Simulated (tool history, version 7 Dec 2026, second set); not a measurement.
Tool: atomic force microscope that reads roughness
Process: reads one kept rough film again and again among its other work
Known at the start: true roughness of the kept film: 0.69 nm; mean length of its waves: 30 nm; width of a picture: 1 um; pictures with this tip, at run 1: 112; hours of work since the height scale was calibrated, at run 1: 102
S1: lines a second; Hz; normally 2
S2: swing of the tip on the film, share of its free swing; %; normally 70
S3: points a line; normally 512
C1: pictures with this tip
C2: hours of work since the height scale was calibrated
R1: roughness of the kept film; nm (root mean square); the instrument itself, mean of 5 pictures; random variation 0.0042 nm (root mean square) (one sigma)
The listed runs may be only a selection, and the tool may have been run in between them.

run   hour    S1  S2   S3   C1   C2     R1
  1      0     2  70  512  112  102  0.611
  2      5     2  70  512  120  105  0.612
  3   11.9     2  70  512  131  109  0.603
  4   18.1     2  70  512  140  112   0.61
  5   23.8     2  86  512  149  115   0.57
  6   32.6     2  70  268  162  119  0.595
  7   41.4  2.74  70  512  176  124  0.586
  8   46.8  2.74  70  512  184  126  0.591
  9   51.4     2  59  512  191  129  0.612
 10     56     2  59  512  198  131  0.612
 11   61.9     2  59  512  207  134  0.607
 12   69.5     2  59  512  219  138  0.611
 13   78.3     2  59  512  232  142  0.601
      81.7  -- new tip fitted
 14   88.3     2  59  512   10  147  0.645
 15   94.6     2  59  512   20  151  0.642
 16  100.3     2  70  512   28  153  0.621
 17  108.5     2  70  512   41  158   0.63
 18  115.6     2  80  512   52  161  0.594
 19  123.7     2  80  512   64  165  0.589
 20  128.5     2  80  512   72  168  0.593
 21    137     2  80  512   85  172  0.594
 22  143.3     2  70  403   94  175  0.616
 23  152.7     2  75  403  109  180  0.601
 24  157.3  3.58  70  512  116  183  0.586

Expected results for the next run?
 25  165.7  3.81  70  512  129  187   ?

{"run 25": {"R1": 0.569}}
Without the tool's hidden state the same run would have given R1 0.596 nm (root mean square).
